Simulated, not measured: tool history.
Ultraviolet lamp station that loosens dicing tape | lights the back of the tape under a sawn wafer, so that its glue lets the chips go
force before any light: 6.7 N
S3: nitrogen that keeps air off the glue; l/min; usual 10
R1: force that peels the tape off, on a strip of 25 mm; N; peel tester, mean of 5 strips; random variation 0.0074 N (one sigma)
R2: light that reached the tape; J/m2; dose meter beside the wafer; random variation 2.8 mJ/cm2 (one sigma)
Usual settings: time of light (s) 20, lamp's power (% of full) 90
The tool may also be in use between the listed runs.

{"run": 1, "hour": 0.0, "time of light (s)": 20, "lamp's power (% of full)": 90, "S3": 10, "R1": 0.309, "R2": 3390}
{"run": 2, "hour": 61.3, "time of light (s)": 20, "lamp's power (% of full)": 90, "S3": 12, "R1": 0.304, "R2": 3290}
{"hour": 81.5, "done": "window cleaned of glue's vapour"}
{"run": 3, "hour": 110.6, "time of light (s)": 11, "lamp's power (% of full)": 90, "S3": 12, "R1": 0.938, "R2": 1540}
{"run": 4, "hour": 149.1, "time of light (s)": 11, "lamp's power (% of full)": 90, "S3": 12, "R1": 0.95, "R2": 1540}
{"run": 5, "hour": 222.6, "time of light (s)": 11, "lamp's power (% of full)": 90, "S3": 12, "R1": 0.997, "R2": 1500}
{"run": 6, "hour": 273.5, "time of light (s)": 11, "lamp's power (% of full)": 90, "S3": 12, "R1": 1.017, "R2": 1480}
{"run": 7, "hour": 307.7, "time of light (s)": 20, "lamp's power (% of full)": 90, "S3": 10, "R1": 0.428, "R2": 2630}
{"hour": 315.7, "done": "window cleaned of glue's vapour, once more"}
{"run": 8, "hour": 366.4, "time of light (s)": 20, "lamp's power (% of full)": 90, "S3": 15, "R1": 0.285, "R2": 3610}
{"run": 9, "hour": 400.3, "time of light (s)": 20, "lamp's power (% of full)": 64, "S3": 10, "R1": 0.434, "R2": 2550}
{"run": 10, "hour": 437.4, "time of light (s)": 20, "lamp's power (% of full)": 64, "S3": 10, "R1": 0.47, "R2": 2470}
{"run": 11, "hour": 515.3, "time of light (s)": 20, "lamp's power (% of full)": 90, "S3": 10, "R1": 0.306, "R2": 3390}
{"run": 12, "hour": 572.8, "time of light (s)": 20, "lamp's power (% of full)": 90, "S3": 10, "R1": 0.311, "R2": 3330}
{"run": 13, "hour": 618.6, "time of light (s)": 20, "lamp's power (% of full)": 90, "S3": 10, "R1": 0.314, "R2": 3230}
{"run": 14, "hour": 685.8, "time of light (s)": 20, "lamp's power (% of full)": 93, "S3": 10, "R1": 0.312, "R2": 3310}
{"run": 15, "hour": 749.8, "time of light (s)": 20, "lamp's power (% of full)": 90, "S3": 10, "R1": 0.336, "R2": 3100}
{"run": 16, "hour": 789.3, "time of light (s)": 20, "lamp's power (% of full)": 90, "S3": 7, "R1": 0.367, "R2": 3060}
{"run": 17, "hour": 826.1, "time of light (s)": 20, "lamp's power (% of full)": 90, "S3": 10, "R1": 0.34, "R2": 2990}
{"run": 18, "hour": 899.5, "time of light (s)": 20, "lamp's power (% of full)": 90, "S3": 10, "R1": 0.353, "R2": 2960}
{"run": 19, "hour": 973.1, "time of light (s)": 14, "lamp's power (% of full)": 81, "S3": 3, "R1": 1.291, "R2": 1810}
{"run": 20, "hour": 1016.3, "time of light (s)": 14, "lamp's power (% of full)": 66, "S3": 6, "R1": 1.364, "R2": 1440}
{"run": 21, "hour": 1095.2, "time of light (s)": 32, "lamp's power (% of full)": 90, "S3": 17, "R1": 0.242, "R2": 4280}
{"run": 22, "hour": 1142.0, "time of light (s)": 20, "lamp's power (% of full)": 97, "S3": 12, "R1": 0.344, "R2": 2850}
{"run": 23, "hour": 1201.9, "time of light (s)": 14, "lamp's power (% of full)": 99, "S3": 7, "R1": 0.8, "R2": 2000}
{"run": 24, "hour": 1234.6, "time of light (s)": 20, "lamp's power (% of full)": 90, "S3": 18, "R1": 0.369, "R2": 2500}
{"run": 25, "hour": 1272.5, "time of light (s)": 20, "lamp's power (% of full)": 90, "S3": 18, "R1": 0.391, "R2": 2500}
{"run": 26, "hour": 1336.0, "time of light (s)": 20, "lamp's power (% of full)": 90, "S3": 13, "R1": 0.438, "R2": 2390}
{"run": 27, "hour": 1376.4, "time of light (s)": 20, "lamp's power (% of full)": 84, "S3": 4, "R1": 0.836, "R2": 2170}
{"hour": 1383.8, "done": "window cleaned of glue's vapour"}
{"run": 28, "hour": 1445.3, "time of light (s)": 14, "lamp's power (% of full)": 82, "S3": 20, "R1": 0.679, "R2": 1720}
{"run": 29, "hour": 1507.7, "time of light (s)": 11, "lamp's power (% of full)": 76, "S3": 4, "R1": 1.938, "R2": 1200}
{"run": 30, "hour": 1585.0, "time of light (s)": 11, "lamp's power (% of full)": 76, "S3": 4, "R1": 2.076, "R2": 1180}
{"run": 31, "hour": 1632.6, "time of light (s)": 11, "lamp's power (% of full)": 76, "S3": 4, "R1": 2.099, "R2": 1170}
{"run": 32, "hour": 1712.9, "time of light (s)": 10, "lamp's power (% of full)": 91, "S3": 11, "R1": 1.4, "R2": 1210}
{"run": 33, "hour": 1777.2, "time of light (s)": 12, "lamp's power (% of full)": 62, "S3": 10, "R1": 2.018, "R2": 920}
{"run": 34, "hour": 1818.6, "time of light (s)": 26, "lamp's power (% of full)": 90, "S3": 7, "R1": 0.392, "R2": 2980}
{"run": 35, "hour": 1857.6, "time of light (s)": 17, "lamp's power (% of full)": 63, "S3": 4, "R1": 1.78, "R2": 1300}

The same runs without the tool's hidden state, with the same run-to-run variation:
The hidden state here: lamp's light, % of a new lamp's; light that the window lets through, % of a clean one's; drift of the gauge itself on peel_n, %; drift of the gauge itself on dose_mj_cm2, %.
run=1 R1=0.271 R2=4040
run=2 R1=0.264 R2=4030
run=3 R1=0.521 R2=2170
run=4 R1=0.518 R2=2190
run=5 R1=0.518 R2=2210
run=6 R1=0.512 R2=2210
run=7 R1=0.28 R2=4010
run=8 R1=0.271 R2=4020
run=9 R1=0.364 R2=2870
run=10 R1=0.388 R2=2830
run=11 R1=0.272 R2=3990
run=12 R1=0.271 R2=4000
run=13 R1=0.268 R2=3960
run=14 R1=0.264 R2=4150
run=15 R1=0.273 R2=3990
run=16 R1=0.277 R2=4000
run=17 R1=0.266 R2=3970
run=18 R1=0.265 R2=4040
run=19 R1=0.741 R2=2540
run=20 R1=0.766 R2=2060
run=21 R1=0.233 R2=6380
run=22 R1=0.249 R2=4320
run=23 R1=0.39 R2=3100
run=24 R1=0.253 R2=3960
run=25 R1=0.26 R2=4020
run=26 R1=0.268 R2=3970
run=27 R1=0.361 R2=3680
run=28 R1=0.367 R2=2540
run=29 R1=1.091 R2=1830
run=30 R1=1.119 R2=1850
run=31 R1=1.109 R2=1870
run=32 R1=0.609 R2=2010
run=33 R1=0.927 R2=1610
run=34 R1=0.252 R2=5230
run=35 R1=0.735 R2=2340

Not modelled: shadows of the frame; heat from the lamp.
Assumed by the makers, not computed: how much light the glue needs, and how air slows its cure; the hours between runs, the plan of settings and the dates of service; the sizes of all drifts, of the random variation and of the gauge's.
